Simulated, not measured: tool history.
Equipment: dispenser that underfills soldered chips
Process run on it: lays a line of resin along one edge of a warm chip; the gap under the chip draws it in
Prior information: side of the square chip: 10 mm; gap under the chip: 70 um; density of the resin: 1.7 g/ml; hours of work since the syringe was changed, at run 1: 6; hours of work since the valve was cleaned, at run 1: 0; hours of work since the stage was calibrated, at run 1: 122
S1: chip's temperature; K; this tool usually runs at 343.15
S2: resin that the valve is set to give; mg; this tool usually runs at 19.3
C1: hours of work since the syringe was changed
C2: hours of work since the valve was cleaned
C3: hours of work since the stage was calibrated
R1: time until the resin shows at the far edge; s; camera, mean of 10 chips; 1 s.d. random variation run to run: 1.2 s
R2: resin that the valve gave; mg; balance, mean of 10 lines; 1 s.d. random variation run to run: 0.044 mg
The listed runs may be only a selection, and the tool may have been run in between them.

{"run": 1, "hour": 0.0, "S1": 343.15, "S2": 19.3, "C1": 6, "C2": 0, "C3": 122, "R1": 151.1, "R2": 19.36}
{"hour": 4.4, "done": "new syringe of resin"}
{"run": 2, "hour": 10.2, "S1": 343.15, "S2": 19.3, "C1": 4, "C2": 7, "C3": 129, "R1": 142, "R2": 19.24}
{"hour": 16.4, "done": "new syringe of resin"}
{"run": 3, "hour": 20.1, "S1": 343.15, "S2": 17.4, "C1": 3, "C2": 14, "C3": 136, "R1": 135.3, "R2": 17.18}
{"run": 4, "hour": 27.5, "S1": 343.15, "S2": 17.4, "C1": 8, "C2": 20, "C3": 141, "R1": 176.3, "R2": 17.06}
{"hour": 28.3, "done": "new syringe of resin"}
{"run": 5, "hour": 35.1, "S1": 343.15, "S2": 19.3, "C1": 5, "C2": 25, "C3": 147, "R1": 147.7, "R2": 18.9}
{"hour": 39.9, "done": "new syringe of resin"}
{"run": 6, "hour": 41.8, "S1": 343.15, "S2": 19.3, "C1": 1, "C2": 30, "C3": 151, "R1": 126.9, "R2": 18.74}
{"run": 7, "hour": 49.7, "S1": 343.15, "S2": 17, "C1": 7, "C2": 36, "C3": 157, "R1": 170.5, "R2": 16.47}
{"hour": 51.9, "done": "new syringe of resin"}
{"run": 8, "hour": 57.5, "S1": 343.15, "S2": 18.1, "C1": 4, "C2": 41, "C3": 163, "R1": 145.1, "R2": 17.49}
{"hour": 60.5, "done": "dispensing valve cleaned and set on the balance"}
{"hour": 65.0, "done": "new syringe of resin"}
{"run": 9, "hour": 68.8, "S1": 354.15, "S2": 19.3, "C1": 3, "C2": 6, "C3": 170, "R1": 81.6, "R2": 19.2}
{"run": 10, "hour": 76.1, "S1": 336.15, "S2": 19.3, "C1": 8, "C2": 11, "C3": 175, "R1": 251.2, "R2": 19.09}
{"hour": 77.0, "done": "new syringe of resin"}
{"run": 11, "hour": 84.2, "S1": 357.15, "S2": 19.3, "C1": 5, "C2": 17, "C3": 181, "R1": 79, "R2": 19.04}
{"hour": 89.4, "done": "new syringe of resin"}
{"run": 12, "hour": 94.0, "S1": 357.15, "S2": 19.3, "C1": 3, "C2": 24, "C3": 188, "R1": 72.2, "R2": 18.83}
{"hour": 101.3, "done": "new syringe of resin"}
{"run": 13, "hour": 102.5, "S1": 343.15, "S2": 19.3, "C1": 1, "C2": 30, "C3": 194, "R1": 120.9, "R2": 18.72}
{"run": 14, "hour": 108.9, "S1": 336.15, "S2": 16.7, "C1": 6, "C2": 35, "C3": 199, "R1": 219.5, "R2": 16.17}
{"hour": 113.7, "done": "new syringe of resin"}
{"run": 15, "hour": 114.2, "S1": 353.15, "S2": 23.2, "C1": 0, "C2": 38, "C3": 202, "R1": 74.2, "R2": 22.39}
{"run": 16, "hour": 118.7, "S1": 332.15, "S2": 23.2, "C1": 4, "C2": 42, "C3": 206, "R1": 240.9, "R2": 22.31}
{"hour": 120.5, "done": "dispensing valve cleaned and set on the balance"}
{"hour": 126.5, "done": "new syringe of resin"}
{"run": 17, "hour": 126.5, "S1": 332.15, "S2": 23.2, "C1": 0, "C2": 4, "C3": 210, "R1": 203.3, "R2": 23.18}
{"run": 18, "hour": 133.7, "S1": 333.15, "S2": 21.8, "C1": 5, "C2": 9, "C3": 216, "R1": 245, "R2": 21.64}
{"hour": 138.5, "done": "new syringe of resin"}
{"run": 19, "hour": 138.7, "S1": 343.15, "S2": 21.5, "C1": 0, "C2": 13, "C3": 219, "R1": 121.1, "R2": 21.36}
{"run": 20, "hour": 145.5, "S1": 356.15, "S2": 21.5, "C1": 5, "C2": 18, "C3": 224, "R1": 83.7, "R2": 21.27}
{"hour": 150.5, "done": "new syringe of resin"}
{"run": 21, "hour": 156.4, "S1": 329.15, "S2": 16.8, "C1": 4, "C2": 26, "C3": 232, "R1": 301, "R2": 16.53}
{"hour": 162.4, "done": "new syringe of resin"}
{"run": 22, "hour": 162.4, "S1": 329.15, "S2": 16.8, "C1": 0, "C2": 30, "C3": 236, "R1": 247.1, "R2": 16.41}
{"run": 23, "hour": 169.9, "S1": 329.15, "S2": 16.8, "C1": 6, "C2": 35, "C3": 241, "R1": 322.1, "R2": 16.31}
{"hour": 174.3, "done": "new syringe of resin"}
{"run": 24, "hour": 177.3, "S1": 329.15, "S2": 16.8, "C1": 2, "C2": 40, "C3": 247, "R1": 277.3, "R2": 16.33}
{"hour": 180.7, "done": "dispensing valve cleaned and set on the balance"}
{"run": 25, "hour": 184.8, "S1": 329.15, "S2": 16.8, "C1": 7, "C2": 3, "C3": 251, "R1": 341.4, "R2": 16.75}
{"hour": 187.5, "done": "new syringe of resin"}
{"run": 26, "hour": 194.4, "S1": 337.15, "S2": 16.7, "C1": 5, "C2": 10, "C3": 258, "R1": 206.6, "R2": 16.5}

Predict each of these 5 candidate next runs independently; none follows another, all start after run 26:
{"hour": 199.2, "done": "new syringe of resin"}
{"run": "A", "hour": 200.8, "S1": 334.15, "S2": 23.2, "C1": 1, "C2": 14, "C3": 263, "R1": "?", "R2": "?"}
{"hour": 199.2, "done": "new syringe of resin"}
{"run": "B", "hour": 200.8, "S1": 336.15, "S2": 17.9, "C1": 1, "C2": 14, "C3": 263, "R1": "?", "R2": "?"}
{"hour": 199.2, "done": "new syringe of resin"}
{"run": "C", "hour": 200.8, "S1": 357.15, "S2": 17.2, "C1": 1, "C2": 14, "C3": 263, "R1": "?", "R2": "?"}
{"hour": 199.2, "done": "new syringe of resin"}
{"run": "D", "hour": 200.8, "S1": 357.15, "S2": 21.5, "C1": 1, "C2": 14, "C3": 263, "R1": "?", "R2": "?"}
{"hour": 199.2, "done": "new syringe of resin"}
{"run": "E", "hour": 200.8, "S1": 351.15, "S2": 21.6, "C1": 1, "C2": 14, "C3": 263, "R1": "?", "R2": "?"}

run=A R1=195.7 R2=22.84
run=B R1=181 R2=17.6
run=C R1=68 R2=16.91
run=D R1=67.6 R2=21.22
run=E R1=87.9 R2=21.37
With no hidden state in the tool, these same runs would have given:
run=A R1=172.4 R2=23.19
run=B R1=159.2 R2=17.87
run=C R1=60.2 R2=17.17
run=D R1=59.9 R2=21.54
run=E R1=78 R2=21.69
